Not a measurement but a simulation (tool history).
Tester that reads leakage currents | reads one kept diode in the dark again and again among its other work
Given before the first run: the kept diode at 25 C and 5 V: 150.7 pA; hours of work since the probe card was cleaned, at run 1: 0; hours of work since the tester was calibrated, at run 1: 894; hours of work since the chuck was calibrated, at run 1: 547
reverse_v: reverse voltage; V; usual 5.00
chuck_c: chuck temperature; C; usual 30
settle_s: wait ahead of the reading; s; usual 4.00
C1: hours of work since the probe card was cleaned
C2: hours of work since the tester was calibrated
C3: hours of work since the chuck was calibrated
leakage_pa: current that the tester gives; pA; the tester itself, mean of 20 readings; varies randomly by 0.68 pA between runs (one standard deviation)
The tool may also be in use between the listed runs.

Run 1, hour 0.0: usual settings; C1 0; C2 894; C3 547. Result: leakage_pa 225.26 pA.
Run 2, hour 171.3: usual settings; C1 70; C2 964; C3 617. Result: leakage_pa 226.07 pA.
Run 3, hour 347.8: usual settings but settle_s 1.49 s; C1 142; C2 1036; C3 689. Result: leakage_pa 225.30 pA.
Run 4, hour 462.6: usual settings but reverse_v 7.36 V, settle_s 1.49 s; C1 188; C2 1083; C3 736. Result: leakage_pa 273.10 pA.
Run 5, hour 636.1: usual settings but reverse_v 7.36 V, settle_s 1.49 s; C1 259; C2 1153; C3 806. Result: leakage_pa 271.35 pA.
Run 6, hour 759.7: usual settings; C1 309; C2 1204; C3 857. Result: leakage_pa 225.29 pA.
Run 7, hour 960.8: usual settings but chuck_c 31 C; C1 391; C2 1286; C3 938. Result: leakage_pa 243.50 pA.
Run 8, hour 1132.7: usual settings but reverse_v 6.17 V; C1 461; C2 1356; C3 1008. Result: leakage_pa 249.05 pA.
Run 9, hour 1358.2: usual settings but reverse_v 19.94 V, chuck_c 44 C, settle_s 0.32 s; C1 553; C2 1447; C3 1100. Result: leakage_pa 1275.13 pA.
Run 10, hour 1520.3: usual settings but reverse_v 19.28 V, chuck_c 21 C, settle_s 2.98 s; C1 619; C2 1513; C3 1166. Result: leakage_pa 211.38 pA.
Run 11, hour 1753.0: usual settings but reverse_v 4.83 V, chuck_c 48 C; C1 714; C2 1608; C3 1261. Result: leakage_pa 839.92 pA.

Branching from run 11: 3 alternative next runs. What would each branch give?
Run A, hour 2000.5: usual settings but reverse_v 3.62 V, chuck_c 25 C, settle_s 5.78 s; C1 814; C2 1709; C3 1362. Result: leakage_pa ?.
Run B, hour 2000.5: usual settings but reverse_v 2.76 V, chuck_c 32 C, settle_s 0.61 s; C1 814; C2 1709; C3 1362. Result: leakage_pa ?.
Run C, hour 2000.5: usual settings but reverse_v 4.63 V, chuck_c 53 C, settle_s 1.66 s; C1 814; C2 1709; C3 1362. Result: leakage_pa ?.

run  leakage_pa
  A      129.41
  B      198.73
  C     1160.82
With no hidden state in the tool, these same runs would have given:
run  leakage_pa
  A      129.20
  B      198.44
  C     1159.44

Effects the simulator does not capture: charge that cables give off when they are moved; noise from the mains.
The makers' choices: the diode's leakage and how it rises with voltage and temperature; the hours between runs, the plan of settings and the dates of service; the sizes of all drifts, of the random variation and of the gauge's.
